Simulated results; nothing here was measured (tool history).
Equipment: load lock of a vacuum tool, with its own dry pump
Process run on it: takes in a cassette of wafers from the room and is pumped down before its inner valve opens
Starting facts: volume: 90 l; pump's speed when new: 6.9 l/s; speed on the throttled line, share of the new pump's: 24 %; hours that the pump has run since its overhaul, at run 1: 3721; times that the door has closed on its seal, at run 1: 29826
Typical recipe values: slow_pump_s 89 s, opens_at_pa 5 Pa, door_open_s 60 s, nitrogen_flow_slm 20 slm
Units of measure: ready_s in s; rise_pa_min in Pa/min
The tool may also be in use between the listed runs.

run,hour,slow_pump_s,opens_at_pa,door_open_s,nitrogen_flow_slm,hours that the pump has run since its overhaul,times that the door has closed on its seal,"incoming humidity of the room's air, %",ready_s,rise_pa_min
1,0,89,5,60,20,3721,29826,47.2,199.5,0.466
2,73.6,89,5,60,8,3795,30140,41.8,200.3,0.452
3,129.4,89,5,60,20,3851,30378,45.3,202.6,0.484
4,214.6,89,5,60,20,3936,30741,43.3,201.5,0.5
5,293.4,89,5,60,20,4015,31077,45.2,202,0.502
6,376.9,89,5,60,20,4098,31433,44,200.7,0.513
7,431.8,89,5,60,20,4153,31667,43.2,198.8,0.518
8,504.9,89,5,60,20,4226,31979,46,200.7,0.522
9,545.1,129,6,220,42,4266,32150,47.7,227.3,0.538
10,638,147,6,220,42,4359,32546,44.2,239.5,0.55
11,706.9,57,6,101,9,4428,32840,41.9,174.1,0.575
12,797.9,57,6,101,9,4519,33228,46.1,174.6,0.573
13,870.1,89,5,34,20,4591,33535,46,200.6,0.573

What does the tool deliver on the next run?
14,918.2,89,5,34,20,4640,33741,46.6,?,?

Run 14 came out at ready_s 199.1 s, rise_pa_min 0.56 Pa/min.
With no hidden state in the tool, this same run would have given ready_s 196 s, rise_pa_min 0.012 Pa/min.

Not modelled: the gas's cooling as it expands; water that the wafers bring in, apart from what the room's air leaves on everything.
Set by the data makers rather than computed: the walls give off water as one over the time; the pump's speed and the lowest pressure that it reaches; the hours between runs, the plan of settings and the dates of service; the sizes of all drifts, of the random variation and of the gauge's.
